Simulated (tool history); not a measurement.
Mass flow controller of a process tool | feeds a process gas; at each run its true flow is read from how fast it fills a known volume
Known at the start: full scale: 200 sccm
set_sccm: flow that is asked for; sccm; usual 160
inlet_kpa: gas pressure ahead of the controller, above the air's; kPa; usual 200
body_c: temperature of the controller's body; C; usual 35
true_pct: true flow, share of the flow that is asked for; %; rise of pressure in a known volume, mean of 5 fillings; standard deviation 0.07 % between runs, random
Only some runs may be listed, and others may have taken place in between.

run 1 hour=0 | set_sccm=160 inlet_kpa=200 body_c=35 | true_pct=99.43
run 2 hour=167.8 | set_sccm=147 inlet_kpa=200 body_c=35 | true_pct=99.23
run 3 hour=511.1 | set_sccm=160 inlet_kpa=200 body_c=35 | true_pct=99.39
run 4 hour=746.9 | set_sccm=160 inlet_kpa=200 body_c=35 | true_pct=99.42
run 5 hour=974.9 | set_sccm=160 inlet_kpa=200 body_c=35 | true_pct=99.46
run 6 hour=1147.8 | set_sccm=160 inlet_kpa=200 body_c=35 | true_pct=99.39
run 7 hour=1335.6 | set_sccm=160 inlet_kpa=200 body_c=35 | true_pct=99.32
run 8 hour=1578.8 | set_sccm=160 inlet_kpa=200 body_c=35 | true_pct=99.39
run 9 hour=1908.1 | set_sccm=160 inlet_kpa=252 body_c=35 | true_pct=99.27
run 10 hour=2158.9 | set_sccm=40 inlet_kpa=223 body_c=21 | true_pct=99.06
run 11 hour=2403.5 | set_sccm=131 inlet_kpa=200 body_c=32 | true_pct=99.19
run 12 hour=2677.1 | set_sccm=25 inlet_kpa=200 body_c=34 | true_pct=98.62
run 13 hour=2915.3 | set_sccm=98 inlet_kpa=179 body_c=32 | true_pct=98.81
run 14 hour=3326 | set_sccm=77 inlet_kpa=200 body_c=32 | true_pct=98.67

Below are 4 alternative next runs, each starting from the tool's condition after run 14. Predict each:
run A hour=3543.9 | set_sccm=160 inlet_kpa=241 body_c=28 | true_pct=?
run B hour=3543.9 | set_sccm=77 inlet_kpa=200 body_c=25 | true_pct=?
run C hour=3543.9 | set_sccm=40 inlet_kpa=200 body_c=22 | true_pct=?
run D hour=3543.9 | set_sccm=77 inlet_kpa=186 body_c=39 | true_pct=?

run=A true_pct=99.56
run=B true_pct=99.18
run=C true_pct=99.13
run=D true_pct=98.4
Take away the tool's hidden state, keep each run's random variation, and the runs would have read:
run=A true_pct=99.47
run=B true_pct=98.9
run=C true_pct=98.51
run=D true_pct=98.12
